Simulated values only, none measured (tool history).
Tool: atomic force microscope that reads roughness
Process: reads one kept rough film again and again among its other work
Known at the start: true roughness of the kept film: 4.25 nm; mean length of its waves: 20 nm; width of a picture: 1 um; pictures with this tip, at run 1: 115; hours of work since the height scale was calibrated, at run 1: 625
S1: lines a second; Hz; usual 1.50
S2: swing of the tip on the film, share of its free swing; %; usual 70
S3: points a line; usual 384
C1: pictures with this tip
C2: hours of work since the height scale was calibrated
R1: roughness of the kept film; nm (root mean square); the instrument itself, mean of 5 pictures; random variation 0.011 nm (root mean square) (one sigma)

run,hour,S1,S2,S3,C1,C2,R1
1,0.0,1.50,70,384,115,625,2.669
2,23.0,1.50,70,384,136,637,2.670
3,46.3,1.50,81,384,157,648,2.456
4,82.9,1.50,70,384,189,666,2.676
5,113.8,1.50,70,384,217,682,2.662
# hour 125.6: new tip fitted
6,149.7,2.25,70,384,22,699,2.565
7,167.6,0.77,73,439,38,708,2.788
8,195.6,2.01,72,439,63,722,2.575
9,227.2,2.62,70,384,92,738,2.495
10,247.1,3.08,79,278,110,748,2.183
11,270.4,0.68,79,869,131,759,2.783
12,302.4,1.57,76,869,159,775,2.590

Hidden state or all else? Some run-to-run changes of R1, split into what the settings, what came in and random variation would give without the hidden state, and what is left for the hidden state (with any gauge scatter that isn't in both results):
The hidden state here: radius of the tip, nm; height scale over the true one, %; drift of the gauge itself on roughness_nm, %.
Run 5 -> 6: S1 1.50 -> 2.25, new tip fitted. R1 -0.097 nm (root mean square): hidden state +0.012, all else -0.109.
Run 10 -> 11: S1 3.08 -> 0.68, S3 278 -> 869. R1 +0.600 nm (root mean square): hidden state -0.004, all else +0.604.
